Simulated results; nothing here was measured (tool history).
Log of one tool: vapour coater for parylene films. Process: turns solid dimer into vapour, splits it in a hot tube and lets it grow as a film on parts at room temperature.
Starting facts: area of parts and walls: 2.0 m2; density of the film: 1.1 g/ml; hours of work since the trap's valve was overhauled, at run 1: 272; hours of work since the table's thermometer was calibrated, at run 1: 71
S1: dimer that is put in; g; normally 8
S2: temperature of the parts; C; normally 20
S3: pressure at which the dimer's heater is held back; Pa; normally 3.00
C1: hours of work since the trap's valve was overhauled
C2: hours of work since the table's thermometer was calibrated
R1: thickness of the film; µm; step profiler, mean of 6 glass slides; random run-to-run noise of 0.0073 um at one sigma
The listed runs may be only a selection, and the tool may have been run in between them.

run     day  S1  S2     S3   C1   C2     R1
  1   0.000   8  20   3.00  272   71  2.285
  2   1.804   8  14   3.00  293   92  3.019
  3   2.712   8  14   3.00  304  102  3.017
  4   4.525   8  20   3.00  325  123  2.264
  5   6.229   8  20   3.00  345  143  2.274
  6   7.446   8  20   3.00  359  157  2.264
  7   8.404   8  20   3.00  370  169  2.259
  8  10.183   8  20   3.00  391  189  2.263
  9  11.521   7  20   3.00  407  205  1.980
 10  12.321   7  23   3.00  416  214  1.725
 11  13.671   7  23   3.00  432  230  1.707
 12  14.992   8  20   3.00  447  246  2.253
     15.633  -- trap's valve overhauled
 13  16.704   8  20   3.00   12  264  2.192
 14  17.938   8  20   3.00   27  278  2.212
 15  18.796   8  20   3.00   37  288  2.213
 16  20.596   8  20   2.30   58  309  2.311
 17  21.604   7  20   3.00   70  321  1.935
     22.188  -- trap's valve overhauled, once more
 18  23.483   8  20   3.00   15  341  2.361
 19  25.150   4  20   3.00   35  360  1.187
 20  26.162   4  20   3.00   46  372  1.178
 21  27.233  10  14   6.18   59  385  3.409
 22  28.000  10  22   3.52   68  394  2.586
 23  29.700   5  22  11.33   88  413  1.044
 24  30.946  11  22  11.33  102  428  2.290
 25  32.554  11  22   2.47  121  447  3.056
 26  33.567   5  28   8.35  133  459  0.839
 27  34.700   5  28   8.35  146  472  0.831
 28  35.742   6  29   3.00  158  484  1.139
 29  37.054   6  29   3.00  174  499  1.156
 30  38.812   8  13   3.00  194  520  3.264
 31  39.642   8  13   3.00  204  529  3.237
 32  41.008   8  13   3.00  220  545  3.241
 33  42.317   9  13   6.77  235  561  3.122
 34  43.708   9  13   6.77  251  577  3.126
 35  44.854   9  13   6.77  265  590  3.113

The logged runs with the hidden state left out (each run's random variation unchanged):
Unlogged tool condition in this case: vapour lost through the trap's worn valve, %; true temperature of the parts over the reading, C; drift of the gauge itself on film_um, %.
run     R1
  1  2.333
  2  3.087
  3  3.086
  4  2.320
  5  2.333
  6  2.325
  7  2.321
  8  2.328
  9  2.039
 10  1.777
 11  1.760
 12  2.326
 13  2.306
 14  2.328
 15  2.331
 16  2.438
 17  2.042
 18  2.328
 19  1.172
 20  1.164
 21  3.370
 22  2.557
 23  1.034
 24  2.269
 25  3.032
 26  0.833
 27  0.826
 28  1.133
 29  1.151
 30  3.254
 31  3.228
 32  3.235
 33  3.119
 34  3.126
 35  3.116
